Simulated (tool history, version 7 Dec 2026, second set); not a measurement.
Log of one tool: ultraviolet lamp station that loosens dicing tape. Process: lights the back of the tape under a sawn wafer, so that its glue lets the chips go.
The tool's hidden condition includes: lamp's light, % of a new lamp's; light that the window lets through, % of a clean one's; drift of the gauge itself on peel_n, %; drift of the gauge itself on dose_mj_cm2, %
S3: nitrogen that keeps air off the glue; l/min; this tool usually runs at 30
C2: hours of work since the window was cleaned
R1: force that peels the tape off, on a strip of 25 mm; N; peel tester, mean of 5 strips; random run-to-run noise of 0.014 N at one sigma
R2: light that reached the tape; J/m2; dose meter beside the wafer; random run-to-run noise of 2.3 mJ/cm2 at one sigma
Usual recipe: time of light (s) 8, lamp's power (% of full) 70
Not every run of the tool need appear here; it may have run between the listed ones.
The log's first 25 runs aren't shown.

Run 26, hour 600.3: usual settings but lamp's power (% of full) 66, S3 45 l/min; hours of work of the lamp 291; C2 34. Result: R1 0.785 N, R2 1800 J/m2.
Run 27, hour 617.2: usual settings but lamp's power (% of full) 75, S3 45 l/min; hours of work of the lamp 301; C2 44. Result: R1 0.614 N, R2 2010 J/m2.
Run 28, hour 632.6: usual settings but lamp's power (% of full) 89; hours of work of the lamp 311; C2 53. Result: R1 0.581 N, R2 2360 J/m2.
Run 29, hour 649.2: usual settings but S3 15 l/min; hours of work of the lamp 321; C2 63. Result: R1 1.718 N, R2 1860 J/m2.
Run 30, hour 683.4: usual settings but S3 15 l/min; hours of work of the lamp 341; C2 84. Result: R1 1.844 N, R2 1820 J/m2.
Run 31, hour 698.2: usual settings but S3 15 l/min; hours of work of the lamp 350; C2 93. Result: R1 1.835 N, R2 1790 J/m2.
Run 32, hour 728.3: usual settings but time of light (s) 4, S3 45 l/min; hours of work of the lamp 368; C2 111. Result: R1 2.82 N, R2 900 J/m2.
Run 33, hour 762.4: usual settings but time of light (s) 4, S3 45 l/min; hours of work of the lamp 389; C2 131. Result: R1 2.908 N, R2 890 J/m2.
Run 34, hour 777.2: usual settings but time of light (s) 5, lamp's power (% of full) 95, S3 34 l/min; hours of work of the lamp 398; C2 140. Result: R1 1.509 N, R2 1450 J/m2.
Run 35, hour 800: usual settings but lamp's power (% of full) 67; hours of work of the lamp 412; C2 154. Result: R1 1.293 N, R2 1640 J/m2.
Run 36, hour 822.5: usual settings but time of light (s) 12, S3 58 l/min; hours of work of the lamp 425; C2 168. Result: R1 0.264 N, R2 2570 J/m2.
Run 37, hour 837.6: usual settings but time of light (s) 12, S3 58 l/min; hours of work of the lamp 434; C2 177. Result: R1 0.281 N, R2 2530 J/m2.
Run 38, hour 868.4: usual settings but time of light (s) 12, S3 58 l/min; hours of work of the lamp 453; C2 195. Result: R1 0.284 N, R2 2500 J/m2.
Run 39, hour 883.5: usual settings but lamp's power (% of full) 94, S3 14 l/min; hours of work of the lamp 462; C2 204. Result: R1 1.297 N, R2 2190 J/m2.
Run 40, hour 906: usual settings but lamp's power (% of full) 94, S3 22 l/min; hours of work of the lamp 476; C2 218. Result: R1 0.913 N, R2 2190 J/m2.
Run 41, hour 920.6: usual settings but lamp's power (% of full) 88, S3 13 l/min; hours of work of the lamp 484; C2 227. Result: R1 1.635 N, R2 2060 J/m2.
Run 42, hour 934.8: usual settings but lamp's power (% of full) 85; hours of work of the lamp 493; C2 235. Result: R1 0.916 N, R2 1960 J/m2.
Run 43, hour 958.7: usual settings but lamp's power (% of full) 85; hours of work of the lamp 507; C2 250. Result: R1 0.957 N, R2 1910 J/m2.

3 options for the next run, each taken on its own from the tool as it stands now. Forecast them:
Run A, hour 981.7: usual settings but time of light (s) 11, lamp's power (% of full) 82, S3 51 l/min; hours of work of the lamp 521; C2 264. Result: R1 ?, R2 ?.
Run B, hour 981.7: usual settings; hours of work of the lamp 521; C2 264. Result: R1 ?, R2 ?.
Run C, hour 981.7: usual settings but time of light (s) 15, lamp's power (% of full) 60, S3 21 l/min; hours of work of the lamp 521; C2 264. Result: R1 ?, R2 ?.

run     R1    R2
  A  0.315  2520
  B  1.446  1560
  C  0.671  2560
Had the tool no hidden state, the same runs would have come out as:
run     R1    R2
  A  0.145  3640
  B  0.639  2250
  C  0.255  3690
